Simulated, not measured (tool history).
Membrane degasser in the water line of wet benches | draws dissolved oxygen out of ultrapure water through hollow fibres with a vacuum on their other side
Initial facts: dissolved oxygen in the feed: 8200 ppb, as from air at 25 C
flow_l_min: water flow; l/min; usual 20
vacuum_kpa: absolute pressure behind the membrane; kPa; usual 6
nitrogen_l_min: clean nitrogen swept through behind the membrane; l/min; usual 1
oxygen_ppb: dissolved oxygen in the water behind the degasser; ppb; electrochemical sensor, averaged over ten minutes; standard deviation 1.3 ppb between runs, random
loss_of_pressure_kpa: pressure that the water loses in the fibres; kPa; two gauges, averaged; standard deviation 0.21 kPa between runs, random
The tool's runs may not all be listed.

run      day  flow_l_min  vacuum_kpa  nitrogen_l_min  oxygen_ppb  loss_of_pressure_kpa
  1        0          20           6               1       138.2                 49.98
  2    4.071          20           6               1       139.2                 49.85
  3    7.296          20           6               1       139.6                 50.35
  4   11.433          15           6               1       105.6                 37.64
  5   14.583          20           6               1         140                    50
  6   19.408          18           6               1       125.6                 45.38
  7   22.654          18           6               1       124.9                 45.42
  8   25.683          18           6               1       125.3                 44.98
  9   29.767          18           6               1       126.9                 45.29
      30.662  -- seals of the vacuum lines changed
      30.962  -- vacuum gauge calibrated
 10   33.004          20           6               1       133.1                  50.7
 11   37.154          22           6               1       148.2                 55.48
 12   40.054          22           6               1       144.7                 54.89
 13   43.717          20           6               1       133.8                 50.47
 14   47.388          20           6               1       130.9                 50.18
 15   52.117          20           6               1       131.5                 50.71
 16   55.562          20       11.86               1       381.5                 50.56
 17   59.896          22           6               1       144.8                  55.4
 18   63.875          22        9.96             0.9         360                 55.54
 19   66.442          22        9.96             0.9       357.6                 55.55
 20   70.004          22        9.96             0.9       355.3                 55.19
 21   72.412          20       10.04            0.89       339.7                 50.16
 22   77.112          16       14.95            0.95       435.5                  40.4
 23   79.817          19        4.34            0.49          99                 48.03
 24   83.146          27        3.98            2.01        47.1                 68.14
 25   86.854          27        3.98            2.01        48.7                 68.12
 26   90.858          20       10.06               1       308.6                 50.39
 27   95.633          18        4.57            2.15        34.5                 45.46
 28     97.8          16       12.29               1         330                 40.71
 29  101.496          13       12.83            0.79       355.4                 32.64
 30  105.867          13       12.83            0.79       355.8                 32.81

Predict each of these 5 candidate next runs independently; none follows another, all start after run 30:
  A  109.675          17       12.83            2.12           ?                     ?
  B  109.675          13        4.09            0.61           ?                     ?
  C  109.675          31       12.83            0.79           ?                     ?
  D  109.675          20        6.36             1.3           ?                     ?
  E  109.675          16       12.83            0.65           ?                     ?

run  oxygen_ppb  loss_of_pressure_kpa
  A       187.5                 42.93
  B        47.3                 32.69
  C       749.7                 77.96
  D         123                 50.56
  E       494.9                 40.45
Without the tool's hidden state the same runs would have given:
run  oxygen_ppb  loss_of_pressure_kpa
  A         185                  42.3
  B        44.1                 32.21
  C         743                 76.81
  D       119.7                 49.82
  E       490.4                 39.86
